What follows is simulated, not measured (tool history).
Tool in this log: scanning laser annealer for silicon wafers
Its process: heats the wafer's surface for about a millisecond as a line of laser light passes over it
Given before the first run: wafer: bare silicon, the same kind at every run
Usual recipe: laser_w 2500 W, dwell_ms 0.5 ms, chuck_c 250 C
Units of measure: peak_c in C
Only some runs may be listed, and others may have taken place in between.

run 1 day=0 | laser_w=2500 dwell_ms=0.5 chuck_c=250 | peak_c=1043
run 2 day=0.279 | laser_w=2500 dwell_ms=0.5 chuck_c=240 | peak_c=1036
run 3 day=0.621 | laser_w=2500 dwell_ms=0.442 chuck_c=250 | peak_c=993
run 4 day=0.883 | laser_w=2500 dwell_ms=0.442 chuck_c=250 | peak_c=992
run 5 day=1.167 | laser_w=2500 dwell_ms=0.442 chuck_c=250 | peak_c=994
run 6 day=1.358 | laser_w=2659 dwell_ms=0.5 chuck_c=250 | peak_c=1091
run 7 day=1.562 | laser_w=2500 dwell_ms=0.5 chuck_c=250 | peak_c=1043
run 8 day=1.796 | laser_w=2638 dwell_ms=0.5 chuck_c=250 | peak_c=1083
run 9 day=2.25 | laser_w=2638 dwell_ms=0.5 chuck_c=250 | peak_c=1083
run 10 day=2.712 | laser_w=2323 dwell_ms=0.428 chuck_c=210 | peak_c=889
run 11 day=2.908 | laser_w=2351 dwell_ms=0.58 chuck_c=210 | peak_c=1015
-- day=3.067 laser's power meter calibrated
run 12 day=3.283 | laser_w=2657 dwell_ms=0.51 chuck_c=287 | peak_c=1132
run 13 day=3.508 | laser_w=2138 dwell_ms=0.368 chuck_c=289 | peak_c=864
run 14 day=3.929 | laser_w=2274 dwell_ms=0.5 chuck_c=236 | peak_c=955
run 15 day=4.242 | laser_w=2274 dwell_ms=0.5 chuck_c=236 | peak_c=956
run 16 day=4.617 | laser_w=2274 dwell_ms=0.5 chuck_c=236 | peak_c=953
run 17 day=4.883 | laser_w=2274 dwell_ms=0.5 chuck_c=236 | peak_c=955

Some steps in peak_c between neighbouring runs. How much of each would the tool show without its hidden state too (settings, what came in, random variation), and how much is left for the hidden state, with any gauge scatter that isn't in both results?
The hidden state here: light that passes the window, % of a clean one's; laser's true power over the reading, %; width of the line over the set one, %; drift of the gauge itself on peak_c, C.
Run 12 -> 13: laser_w 2657 -> 2138, dwell_ms 0.51 -> 0.368, chuck_c 287 -> 289. peak_c -268 C: hidden state +3, all else -271.
